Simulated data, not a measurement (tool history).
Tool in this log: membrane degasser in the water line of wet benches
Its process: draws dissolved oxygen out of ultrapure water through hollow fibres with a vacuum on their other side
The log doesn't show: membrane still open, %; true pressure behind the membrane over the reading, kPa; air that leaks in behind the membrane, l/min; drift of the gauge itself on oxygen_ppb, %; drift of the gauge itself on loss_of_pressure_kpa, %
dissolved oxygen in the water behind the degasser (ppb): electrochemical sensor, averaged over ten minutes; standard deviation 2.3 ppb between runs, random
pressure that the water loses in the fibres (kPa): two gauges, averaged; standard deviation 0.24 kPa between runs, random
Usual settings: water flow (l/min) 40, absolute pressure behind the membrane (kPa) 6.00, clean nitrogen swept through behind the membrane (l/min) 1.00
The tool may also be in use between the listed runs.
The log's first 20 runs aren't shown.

run,day,water flow (l/min),absolute pressure behind the membrane (kPa),clean nitrogen swept through behind the membrane (l/min),hours since the membrane was changed,hours since the vacuum gauge was calibrated,hours since the vacuum lines were made tight,dissolved oxygen in the water behind the degasser (ppb),pressure that the water loses in the fibres (kPa)
21,89.508,25,6.00,1.00,2308,3098,3494,152.1,40.41
22,94.450,25,6.04,0.48,2427,3217,3612,272.4,40.22
23,100.400,40,6.71,1.53,2570,3360,3755,203.8,64.00
24,104.117,35,8.49,1.56,2659,3449,3844,260.4,56.31
25,108.454,63,14.62,1.46,2763,3553,3948,917.7,101.05
26,114.392,27,14.62,1.47,2905,3696,4091,446.3,43.45
27,117.958,41,5.62,1.47,2991,3781,4176,150.2,65.26
28,122.067,45,6.00,0.46,3090,3880,4275,421.5,72.00
# day 125.400: vacuum gauge calibrated
29,126.192,28,14.29,1.43,3188,19,4373,466.9,44.82
30,132.275,33,7.38,0.53,3334,165,4519,452.9,52.84
31,135.183,40,7.28,2.14,3404,235,4589,177.7,64.34

3 options for the next run, each taken on its own from the tool as it stands now. Forecast them:
A,140.688,34,8.11,1.47,3536,367,4721,?,?
B,140.688,40,4.99,2.14,3536,367,4721,?,?
C,140.688,40,6.12,0.42,3536,367,4721,?,?

run,dissolved oxygen in the water behind the degasser (ppb),pressure that the water loses in the fibres (kPa)
A,247.8,54.53
B,83.5,64.00
C,424.0,64.21
With no hidden state in the tool, these same runs would have given:
run,dissolved oxygen in the water behind the degasser (ppb),pressure that the water loses in the fibres (kPa)
A,247.8,54.52
B,83.5,63.98
C,424.0,64.19

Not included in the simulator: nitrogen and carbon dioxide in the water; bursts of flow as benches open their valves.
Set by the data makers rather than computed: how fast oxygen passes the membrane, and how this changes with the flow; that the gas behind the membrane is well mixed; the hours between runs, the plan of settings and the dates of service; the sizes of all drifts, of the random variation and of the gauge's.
